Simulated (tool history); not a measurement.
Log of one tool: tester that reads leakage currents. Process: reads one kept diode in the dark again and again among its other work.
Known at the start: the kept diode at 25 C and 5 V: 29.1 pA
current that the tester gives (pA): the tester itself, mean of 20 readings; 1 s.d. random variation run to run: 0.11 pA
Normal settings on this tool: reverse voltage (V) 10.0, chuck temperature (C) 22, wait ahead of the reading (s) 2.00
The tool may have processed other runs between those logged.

run    hour  reverse voltage (V)  chuck temperature (C)  wait ahead of the reading (s)  current that the tester gives (pA)
  1     0.0                 10.0                     22                           2.00                               37.55
      214.6  -- tester calibrated
      216.6  -- chuck's temperature calibrated
  2   236.6                 10.0                     22                           2.00                               38.18
  3   408.2                 10.0                     22                           3.38                               39.41
  4   657.0                 10.0                     22                           3.38                               42.29
  5   814.3                 10.0                     22                           2.00                               45.10
  6  1019.4                 10.0                     22                           2.00                               47.37
     1185.2  -- tester calibrated, once more
  7  1231.9                 11.6                     47                           1.36                              256.44
  8  1438.0                 11.6                     47                           1.36                              259.96
     1619.5  -- chuck's temperature calibrated
  9  1692.9                  9.2                     54                           0.69                              340.14
 10  1931.4                  3.0                     31                           3.17                               44.35
 11  2170.3                  3.0                     31                           3.17                               45.43
     2316.5  -- probe card cleaned and baked
 12  2426.1                  1.7                     48                           3.17                               99.03

A few steps of current that the tester gives (pA) between consecutive runs. Split each: what settings, incoming material and random variation would produce without the hidden state, and what is left over for the hidden state, along with gauge scatter present in only one of the two compared results (measured, and without hidden state):
The tool's hidden condition here consists of: stray current of the dirty probe card, pA a volt; current scale over the true one, %; true chuck temperature over the reading, C; drift of the gauge itself on leakage_pa, %.
Run 6 -> 7: reverse voltage (V) 10.0 -> 11.6, chuck temperature (C) 22 -> 47, wait ahead of the reading (s) 2.00 -> 1.36, tester calibrated, once more. current that the tester gives (pA) +209.07: hidden state +18.12, all else +190.95.
Run 9 -> 10: reverse voltage (V) 9.2 -> 3.0, chuck temperature (C) 54 -> 31, wait ahead of the reading (s) 0.69 -> 3.17. current that the tester gives (pA) -295.79: hidden state -12.88, all else -282.91.
